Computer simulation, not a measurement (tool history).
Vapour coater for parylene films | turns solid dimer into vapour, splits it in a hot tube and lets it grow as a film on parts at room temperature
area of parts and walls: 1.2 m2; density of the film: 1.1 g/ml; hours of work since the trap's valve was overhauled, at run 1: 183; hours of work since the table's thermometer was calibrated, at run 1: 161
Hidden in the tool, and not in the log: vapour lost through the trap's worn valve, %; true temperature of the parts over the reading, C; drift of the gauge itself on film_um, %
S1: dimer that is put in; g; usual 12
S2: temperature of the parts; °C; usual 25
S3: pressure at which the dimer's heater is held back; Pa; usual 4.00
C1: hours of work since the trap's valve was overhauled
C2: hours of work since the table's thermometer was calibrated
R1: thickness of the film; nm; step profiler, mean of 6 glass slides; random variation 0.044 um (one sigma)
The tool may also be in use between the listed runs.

run	hour	S1	S2	S3	C1	C2	R1
1	0.0	12	25	4.00	183	161	4580
2	17.3	12	25	4.00	191	170	4590
3	35.8	12	25	4.00	200	178	4490
4	51.2	12	30	4.00	207	186	3810
5	82.7	12	30	4.42	222	201	3680
# hour 97.7: trap's valve overhauled
6	102.0	9	30	4.42	2	208	3040
7	134.9	12	23	4.00	18	223	5230
8	156.6	21	23	9.80	28	234	7550
9	183.4	10	35	10.42	41	247	2360
10	207.4	12	30	11.83	52	258	3280
11	232.8	12	30	11.83	64	270	3190
12	266.9	14	30	11.83	80	286	3760

Forecast each of these 4 alternatives for the next run:
A	287.4	11	31	4.00	90	296	?
B	287.4	14	31	4.00	90	296	?
C	287.4	18	23	3.44	90	296	?
D	287.4	14	20	11.83	90	296	?

run	R1
A	3570
B	4520
C	7730
D	5230
Without the tool's hidden state the same runs would have given:
run	R1
A	3750
B	4760
C	8140
D	5500

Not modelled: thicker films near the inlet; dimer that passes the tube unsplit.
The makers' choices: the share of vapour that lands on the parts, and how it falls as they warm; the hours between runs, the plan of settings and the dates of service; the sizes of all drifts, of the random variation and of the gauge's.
